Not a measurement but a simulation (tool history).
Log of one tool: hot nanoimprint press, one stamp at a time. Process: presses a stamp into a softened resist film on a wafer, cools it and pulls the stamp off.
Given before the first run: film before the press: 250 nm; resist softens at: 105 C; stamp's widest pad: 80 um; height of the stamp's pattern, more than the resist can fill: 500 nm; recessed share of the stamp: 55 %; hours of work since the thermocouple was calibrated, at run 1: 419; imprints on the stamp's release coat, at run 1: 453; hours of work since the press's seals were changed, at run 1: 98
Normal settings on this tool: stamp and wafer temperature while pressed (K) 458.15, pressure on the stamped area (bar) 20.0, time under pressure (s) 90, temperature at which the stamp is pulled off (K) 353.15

run	hour	stamp and wafer temperature while pressed (K)	pressure on the stamped area (bar)	time under pressure (s)	temperature at which the stamp is pulled off (K)	hours of work since the thermocouple was calibrated	imprints on the stamp's release coat	hours of work since the press's seals were changed	resist left under the stamp's widest pad (Å)	greatest force while the stamp is pulled off (N)
1	0.0	458.15	20.0	90	353.15	419	453	98	1444	102
2	9.3	458.15	20.0	90	353.15	423	465	102	1438	102
3	18.2	466.15	20.0	90	353.15	427	477	106	1169	102
4	24.7	458.15	20.0	90	353.15	429	486	109	1440	103
5	37.6	458.15	20.7	90	353.15	435	503	115	1423	102
6	49.9	458.15	20.7	90	353.15	440	520	120	1421	105
7	56.9	458.15	20.0	90	353.15	443	530	123	1437	105
8	72.3	458.15	20.0	90	353.15	450	551	130	1438	102
# hour 78.0: plate thermocouple calibrated
9	83.7	458.15	20.0	90	353.15	2	562	133	1442	101
10	98.7	458.15	20.0	90	349.15	9	582	140	1440	103
11	109.4	458.15	22.8	90	349.15	14	597	145	1362	108
12	121.9	458.15	22.8	90	349.15	19	614	150	1361	106
13	128.6	450.15	22.8	107	339.15	22	623	153	1589	113
14	136.8	450.15	22.8	107	339.15	26	634	156	1591	114
15	152.3	450.15	22.8	107	339.15	32	655	163	1587	113
16	165.7	454.15	15.2	90	355.15	38	673	169	1741	102
17	176.2	458.15	21.6	90	353.15	43	687	174	1392	101
18	188.0	458.15	20.0	90	349.15	48	703	179	1436	107

Forecast each of these 4 alternatives for the next run:
A	199.3	468.15	26.2	61	349.15	53	718	184	?	?
B	199.3	462.15	20.0	90	353.15	53	718	184	?	?
C	199.3	458.15	20.0	60	349.15	53	718	184	?	?
D	199.3	463.15	20.0	90	339.15	53	718	184	?	?

run	resist left under the stamp's widest pad (Å)	greatest force while the stamp is pulled off (N)
A	1121	105
B	1293	103
C	1617	106
D	1257	117
Had the tool no hidden state, the same runs would have come out as:
run	resist left under the stamp's widest pad (Å)	greatest force while the stamp is pulled off (N)
A	1128	105
B	1301	103
C	1627	106
D	1264	117
